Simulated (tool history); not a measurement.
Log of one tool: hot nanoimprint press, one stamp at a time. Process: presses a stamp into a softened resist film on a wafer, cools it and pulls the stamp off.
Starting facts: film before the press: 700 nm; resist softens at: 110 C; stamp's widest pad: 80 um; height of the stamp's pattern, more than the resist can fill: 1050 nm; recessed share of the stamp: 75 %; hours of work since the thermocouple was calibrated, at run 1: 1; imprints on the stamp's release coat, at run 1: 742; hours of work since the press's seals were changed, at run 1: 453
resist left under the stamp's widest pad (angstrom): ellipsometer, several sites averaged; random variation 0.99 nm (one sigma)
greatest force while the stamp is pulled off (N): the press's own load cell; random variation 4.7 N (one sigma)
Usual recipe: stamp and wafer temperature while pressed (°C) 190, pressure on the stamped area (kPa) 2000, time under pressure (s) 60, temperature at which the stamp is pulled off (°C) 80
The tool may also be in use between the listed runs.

run	hour	stamp and wafer temperature while pressed (°C)	pressure on the stamped area (kPa)	time under pressure (s)	temperature at which the stamp is pulled off (°C)	hours of work since the thermocouple was calibrated	imprints on the stamp's release coat	hours of work since the press's seals were changed	resist left under the stamp's widest pad (angstrom)	greatest force while the stamp is pulled off (N)
1	0.0	190	2000	60	80	1	742	453	3308	229
2	78.0	190	2000	60	80	35	1004	487	3316	238
3	114.0	190	2000	60	80	50	1125	502	3301	238
4	167.1	201	2000	60	80	73	1303	525	2408	233
5	227.2	201	2000	60	80	99	1505	551	2408	233
# hour 288.5: stamp cleaned and given a new release coat
6	308.5	201	2000	60	80	131	67	583	2422	233
7	371.8	201	2000	60	80	158	280	610	2407	229
# hour 393.5: press's hydraulic seals changed and the load cell set to zero
8	447.1	190	2000	60	73	187	506	23	3281	272
9	501.1	190	2000	60	73	210	687	46	3268	267
10	569.5	196	2000	60	80	239	917	75	2743	237
11	605.5	190	2710	59	82	255	1038	91	2843	224
12	645.0	190	2710	59	82	272	1171	108	2853	221
13	694.2	190	2710	59	82	293	1336	129	2855	222
14	747.3	190	2040	107	80	316	1514	152	2572	232
15	791.3	190	2000	42	80	335	1662	171	3685	236
# hour 808.4: stamp cleaned and given a new release coat
16	869.5	189	2000	60	80	366	206	202	3331	232
17	926.4	189	2000	60	80	390	397	226	3330	232
# hour 978.3: plate thermocouple calibrated
18	1001.7	179	2000	60	80	10	640	257	4324	227

Table of differences, measured result less the result of that run with no hidden state. Run-to-run variation is the same in both. Gauge scatter possibly is not:
What the log doesn't record here: true temperature over the reading, C; pressure that arrives at the usual setting, %; grip of the stamp's worn release coat, % over a new coat's; drift of the gauge itself on residual_nm, %; drift of the gauge itself on pull_off_n, %.
run	resist left under the stamp's widest pad (angstrom)
1	+0
2	-5
3	-8
4	-9
5	-13
6	-17
7	-21
8	-35
9	-39
10	-37
11	-41
12	-44
13	-47
14	-46
15	-70
16	-69
17	-73
18	-105
For greatest force while the stamp is pulled off (N), the value without the hidden state is never more than 2 from the measured value.
